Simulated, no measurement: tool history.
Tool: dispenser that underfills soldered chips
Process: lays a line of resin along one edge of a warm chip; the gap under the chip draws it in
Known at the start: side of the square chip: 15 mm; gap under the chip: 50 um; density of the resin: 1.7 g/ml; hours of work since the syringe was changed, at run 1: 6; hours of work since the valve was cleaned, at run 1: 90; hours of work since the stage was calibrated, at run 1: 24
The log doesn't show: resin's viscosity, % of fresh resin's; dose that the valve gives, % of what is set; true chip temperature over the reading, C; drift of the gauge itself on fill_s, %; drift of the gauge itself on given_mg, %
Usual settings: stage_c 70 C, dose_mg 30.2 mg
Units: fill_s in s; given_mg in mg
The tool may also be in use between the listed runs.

| run | hour | stage_c | dose_mg | hours of work since the syringe was changed | hours of work since the valve was cleaned | hours of work since the stage was calibrated | fill_s | given_mg |
|---|---|---|---|---|---|---|---|---|
| 1 | 0.0 | 70 | 30.2 | 6 | 90 | 24 | 269.5 | 28.64 |
|  | 6.0 | new syringe of resin |
| 2 | 6.0 | 70 | 30.2 | 0 | 94 | 28 | 180.5 | 28.63 |
|  | 12.6 | dispensing valve cleaned and set on the balance |
| 3 | 13.5 | 70 | 30.2 | 4 | 1 | 32 | 237.8 | 30.35 |
| 4 | 18.0 | 70 | 30.2 | 7 | 4 | 35 | 295.9 | 30.04 |
| 5 | 20.9 | 70 | 30.2 | 9 | 5 | 37 | 329.4 | 30.20 |
|  | 21.7 | new syringe of resin |
| 6 | 26.9 | 70 | 35.2 | 3 | 9 | 41 | 222.5 | 34.84 |
| 7 | 33.5 | 70 | 35.2 | 8 | 14 | 45 | 307.2 | 34.89 |
|  | 36.3 | new syringe of resin |
| 8 | 38.6 | 83 | 29.1 | 2 | 17 | 48 | 106.0 | 28.84 |
| 9 | 45.2 | 59 | 33.9 | 6 | 21 | 53 | 474.0 | 33.52 |
| 10 | 50.1 | 70 | 34.4 | 9 | 24 | 56 | 332.7 | 33.61 |
|  | 51.3 | new syringe of resin |
| 11 | 56.7 | 70 | 34.4 | 4 | 28 | 60 | 220.6 | 33.94 |
| 12 | 60.3 | 61 | 31.8 | 6 | 31 | 62 | 428.6 | 31.00 |
|  | 66.3 | new syringe of resin |
| 13 | 67.8 | 57 | 28.6 | 1 | 35 | 67 | 384.4 | 27.84 |
| 14 | 71.2 | 56 | 30.9 | 3 | 38 | 69 | 472.2 | 30.02 |

The same runs without the tool's hidden state, with the same run-to-run variation:
| run | fill_s | given_mg |
|---|---|---|
| 1 | 178.1 | 30.23 |
| 2 | 178.3 | 30.28 |
| 3 | 175.5 | 30.42 |
| 4 | 178.0 | 30.15 |
| 5 | 172.9 | 30.36 |
| 6 | 172.7 | 35.09 |
| 7 | 175.7 | 35.23 |
| 8 | 94.2 | 29.17 |
| 9 | 310.8 | 34.00 |
| 10 | 174.6 | 34.15 |
| 11 | 171.1 | 34.56 |
| 12 | 281.2 | 31.61 |
| 13 | 354.4 | 28.46 |
| 14 | 373.1 | 30.74 |
